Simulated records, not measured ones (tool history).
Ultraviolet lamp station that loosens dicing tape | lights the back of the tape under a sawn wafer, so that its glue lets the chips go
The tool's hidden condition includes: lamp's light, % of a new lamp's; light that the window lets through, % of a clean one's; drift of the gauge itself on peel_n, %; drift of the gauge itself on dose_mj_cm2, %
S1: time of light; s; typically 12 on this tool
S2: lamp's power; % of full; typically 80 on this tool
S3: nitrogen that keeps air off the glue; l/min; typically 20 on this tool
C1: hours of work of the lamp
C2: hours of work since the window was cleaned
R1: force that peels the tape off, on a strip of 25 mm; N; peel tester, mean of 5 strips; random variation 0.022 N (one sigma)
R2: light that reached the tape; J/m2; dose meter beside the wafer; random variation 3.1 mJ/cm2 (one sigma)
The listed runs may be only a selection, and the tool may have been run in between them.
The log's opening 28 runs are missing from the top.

{"run": 29, "day": 17.425, "S1": 7, "S2": 93, "S3": 20, "C1": 266, "C2": 30, "R1": 2.448, "R2": 3000}
{"run": 30, "day": 17.996, "S1": 7, "S2": 93, "S3": 20, "C1": 275, "C2": 39, "R1": 2.531, "R2": 3030}
{"run": 31, "day": 18.767, "S1": 12, "S2": 71, "S3": 20, "C1": 286, "C2": 50, "R1": 1.581, "R2": 3900}
{"run": 32, "day": 19.188, "S1": 15, "S2": 98, "S3": 13, "C1": 292, "C2": 56, "R1": 0.666, "R2": 6680}
{"run": 33, "day": 19.617, "S1": 15, "S2": 98, "S3": 13, "C1": 299, "C2": 63, "R1": 0.687, "R2": 6690}
{"run": 34, "day": 20.012, "S1": 15, "S2": 98, "S3": 13, "C1": 305, "C2": 69, "R1": 0.646, "R2": 6720}
{"run": 35, "day": 20.525, "S1": 11, "S2": 98, "S3": 19, "C1": 312, "C2": 76, "R1": 1.072, "R2": 4930}
{"run": 36, "day": 20.992, "S1": 9, "S2": 80, "S3": 30, "C1": 319, "C2": 83, "R1": 1.868, "R2": 3280}
{"run": 37, "day": 21.488, "S1": 12, "S2": 87, "S3": 14, "C1": 327, "C2": 91, "R1": 1.35, "R2": 4710}
{"run": 38, "day": 22.008, "S1": 12, "S2": 81, "S3": 14, "C1": 335, "C2": 99, "R1": 1.571, "R2": 4330}

Predict each of these 3 candidate next runs independently; none follows another, all start after run 38:
{"run": "A", "day": 22.742, "S1": 12, "S2": 97, "S3": 14, "C1": 346, "C2": 110, "R1": "?", "R2": "?"}
{"run": "B", "day": 22.742, "S1": 6, "S2": 86, "S3": 14, "C1": 346, "C2": 110, "R1": "?", "R2": "?"}
{"run": "C", "day": 22.742, "S1": 18, "S2": 93, "S3": 15, "C1": 346, "C2": 110, "R1": "?", "R2": "?"}

run=A R1=1.155 R2=5280
run=B R1=3.901 R2=2340
run=C R1=0.451 R2=7500
What these runs would have given with no unlogged condition in the tool:
run=A R1=0.900 R2=5920
run=B R1=3.449 R2=2620
run=C R1=0.338 R2=8410
